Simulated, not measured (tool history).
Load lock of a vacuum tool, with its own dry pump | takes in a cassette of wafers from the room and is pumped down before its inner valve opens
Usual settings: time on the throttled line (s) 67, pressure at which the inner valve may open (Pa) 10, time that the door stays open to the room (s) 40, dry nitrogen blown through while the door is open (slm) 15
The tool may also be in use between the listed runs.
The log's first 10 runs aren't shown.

run	hour	time on the throttled line (s)	pressure at which the inner valve may open (Pa)	time that the door stays open to the room (s)	dry nitrogen blown through while the door is open (slm)	incoming humidity of the room's air, %	time from the closed door until the inner valve may open (s)	rise of the pressure with all valves shut (Pa/min)
11	1068.2	67	10	40	15	45.7	113	0.107
12	1188.8	67	10	40	15	43.7	114.3	0.121
13	1316.1	49	10	40	15	45.6	99.8	0.122
14	1444.6	49	10	40	15	48.2	101	0.121
15	1520	67	10	40	15	46	112.5	0.125
16	1623.5	67	10	40	15	47.9	115	0.129
17	1692	67	10	40	15	48.4	114.5	0.131
18	1761	67	10	40	15	46.1	114.1	0.134
19	1826.6	67	10	40	15	41.1	114	0.134
20	1952.6	67	7	77	15	44.2	117.4	0.137
21	2054.2	67	8	77	15	46.8	116.8	0.141
22	2176.8	67	8	201	34	41.1	116	0.144
23	2262.6	67	10	32	5	48.4	115	0.147
24	2325.3	67	10	32	5	46.8	114.3	0.152
25	2442.2	67	10	32	5	43.6	115	0.142
26	2554.9	57	8	96	15	43.8	109.3	0.156
27	2695	84	10	117	15	46.7	128.2	0.161
28	2805.9	59	17	117	15	41.6	104.5	0.166
29	2903.8	59	17	117	15	43.7	104.5	0.163
30	3033.6	36	14	133	43	45.8	89.6	0.164

Forecast run 31:
31	3148.3	36	14	133	43	48.3	?	?

time from the closed door until the inner valve may open (s): 88.8
rise of the pressure with all valves shut (Pa/min): 0.163
Without the tool's hidden state the same run would have given time from the closed door until the inner valve may open (s) 87.1, rise of the pressure with all valves shut (Pa/min) 0.007.

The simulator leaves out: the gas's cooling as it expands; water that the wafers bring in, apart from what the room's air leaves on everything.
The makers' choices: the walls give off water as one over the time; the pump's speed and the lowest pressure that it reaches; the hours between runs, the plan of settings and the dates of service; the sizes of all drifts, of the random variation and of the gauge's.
